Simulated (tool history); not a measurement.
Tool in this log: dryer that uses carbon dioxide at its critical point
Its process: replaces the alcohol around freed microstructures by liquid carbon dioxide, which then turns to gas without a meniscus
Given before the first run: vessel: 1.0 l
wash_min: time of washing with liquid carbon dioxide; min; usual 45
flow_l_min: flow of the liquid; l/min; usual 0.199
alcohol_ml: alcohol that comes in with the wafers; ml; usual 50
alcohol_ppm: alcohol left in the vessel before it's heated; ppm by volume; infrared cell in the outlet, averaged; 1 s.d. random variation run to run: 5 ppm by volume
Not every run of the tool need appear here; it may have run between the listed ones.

{"run": 1, "day": 0.0, "wash_min": 45, "flow_l_min": 0.199, "alcohol_ml": 50, "alcohol_ppm": 154}
{"run": 2, "day": 1.025, "wash_min": 45, "flow_l_min": 0.199, "alcohol_ml": 50, "alcohol_ppm": 175}
{"run": 3, "day": 2.138, "wash_min": 45, "flow_l_min": 0.199, "alcohol_ml": 50, "alcohol_ppm": 168}
{"run": 4, "day": 2.962, "wash_min": 45, "flow_l_min": 0.199, "alcohol_ml": 50, "alcohol_ppm": 163}
{"run": 5, "day": 4.038, "wash_min": 45, "flow_l_min": 0.199, "alcohol_ml": 50, "alcohol_ppm": 171}
{"run": 6, "day": 5.417, "wash_min": 45, "flow_l_min": 0.199, "alcohol_ml": 50, "alcohol_ppm": 191}
{"run": 7, "day": 6.183, "wash_min": 45, "flow_l_min": 0.199, "alcohol_ml": 50, "alcohol_ppm": 179}
{"run": 8, "day": 7.575, "wash_min": 45, "flow_l_min": 0.199, "alcohol_ml": 50, "alcohol_ppm": 195}
{"run": 9, "day": 8.742, "wash_min": 28, "flow_l_min": 0.199, "alcohol_ml": 50, "alcohol_ppm": 926}
{"run": 10, "day": 10.221, "wash_min": 28, "flow_l_min": 0.199, "alcohol_ml": 50, "alcohol_ppm": 924}
{"run": 11, "day": 11.017, "wash_min": 28, "flow_l_min": 0.199, "alcohol_ml": 50, "alcohol_ppm": 956}

The next listed run, before its measurement:
{"day": 11.392, "done": "inlet filter changed"}
{"run": 12, "day": 12.504, "wash_min": 28, "flow_l_min": 0.199, "alcohol_ml": 50, "alcohol_ppm": "?"}

Run 12 measured alcohol_ppm 709 ppm by volume.
Had the tool carried no hidden state, the very same run would have given alcohol_ppm 548 ppm by volume.
